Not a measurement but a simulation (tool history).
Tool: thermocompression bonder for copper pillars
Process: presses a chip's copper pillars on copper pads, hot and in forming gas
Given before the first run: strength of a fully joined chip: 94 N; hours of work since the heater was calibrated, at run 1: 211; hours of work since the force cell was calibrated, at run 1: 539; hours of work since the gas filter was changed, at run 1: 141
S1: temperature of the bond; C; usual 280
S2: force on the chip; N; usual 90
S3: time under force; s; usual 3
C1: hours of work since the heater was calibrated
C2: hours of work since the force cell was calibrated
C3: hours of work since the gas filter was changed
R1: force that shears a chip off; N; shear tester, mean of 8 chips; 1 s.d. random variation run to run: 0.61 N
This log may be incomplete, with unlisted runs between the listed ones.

{"run": 1, "hour": 0.0, "S1": 280, "S2": 90, "S3": 3, "C1": 211, "C2": 539, "C3": 141, "R1": 34.8}
{"run": 2, "hour": 15.1, "S1": 280, "S2": 90, "S3": 3, "C1": 220, "C2": 548, "C3": 150, "R1": 34}
{"run": 3, "hour": 29.1, "S1": 280, "S2": 90, "S3": 3, "C1": 228, "C2": 556, "C3": 158, "R1": 34.2}
{"run": 4, "hour": 40.0, "S1": 306, "S2": 90, "S3": 3, "C1": 235, "C2": 563, "C3": 164, "R1": 46.6}
{"run": 5, "hour": 49.6, "S1": 306, "S2": 90, "S3": 3, "C1": 240, "C2": 568, "C3": 170, "R1": 44.7}
{"run": 6, "hour": 64.9, "S1": 306, "S2": 90, "S3": 4, "C1": 249, "C2": 577, "C3": 179, "R1": 50.1}
{"run": 7, "hour": 74.1, "S1": 282, "S2": 90, "S3": 3, "C1": 254, "C2": 583, "C3": 184, "R1": 34.2}
{"run": 8, "hour": 91.6, "S1": 282, "S2": 90, "S3": 3, "C1": 265, "C2": 593, "C3": 194, "R1": 33}
{"run": 9, "hour": 98.8, "S1": 282, "S2": 90, "S3": 3, "C1": 269, "C2": 597, "C3": 199, "R1": 32.7}
{"run": 10, "hour": 110.3, "S1": 261, "S2": 90, "S3": 3, "C1": 276, "C2": 604, "C3": 205, "R1": 26.3}
{"run": 11, "hour": 124.3, "S1": 261, "S2": 90, "S3": 3, "C1": 284, "C2": 612, "C3": 213, "R1": 25}
{"run": 12, "hour": 138.0, "S1": 261, "S2": 90, "S3": 3, "C1": 292, "C2": 620, "C3": 221, "R1": 25.2}
{"run": 13, "hour": 155.6, "S1": 274, "S2": 90, "S3": 3, "C1": 302, "C2": 630, "C3": 232, "R1": 29.7}
{"run": 14, "hour": 168.0, "S1": 274, "S2": 90, "S3": 3, "C1": 309, "C2": 637, "C3": 239, "R1": 29.5}
{"run": 15, "hour": 177.5, "S1": 276, "S2": 100, "S3": 8, "C1": 315, "C2": 643, "C3": 245, "R1": 49.4}
{"run": 16, "hour": 185.5, "S1": 287, "S2": 121, "S3": 6, "C1": 320, "C2": 648, "C3": 249, "R1": 57.4}
{"run": 17, "hour": 197.2, "S1": 278, "S2": 121, "S3": 7, "C1": 326, "C2": 655, "C3": 256, "R1": 55.2}
{"run": 18, "hour": 207.9, "S1": 278, "S2": 121, "S3": 7, "C1": 333, "C2": 661, "C3": 262, "R1": 53.7}
{"run": 19, "hour": 221.9, "S1": 278, "S2": 121, "S3": 7, "C1": 341, "C2": 669, "C3": 270, "R1": 55.5}

What does the tool deliver on the next run?
{"run": 20, "hour": 230.2, "S1": 278, "S2": 121, "S3": 2, "C1": 346, "C2": 674, "C3": 275, "R1": "?"}

R1: 35.6 N
The same run, on a tool lacking any hidden state, would have yielded R1 38.6 N.
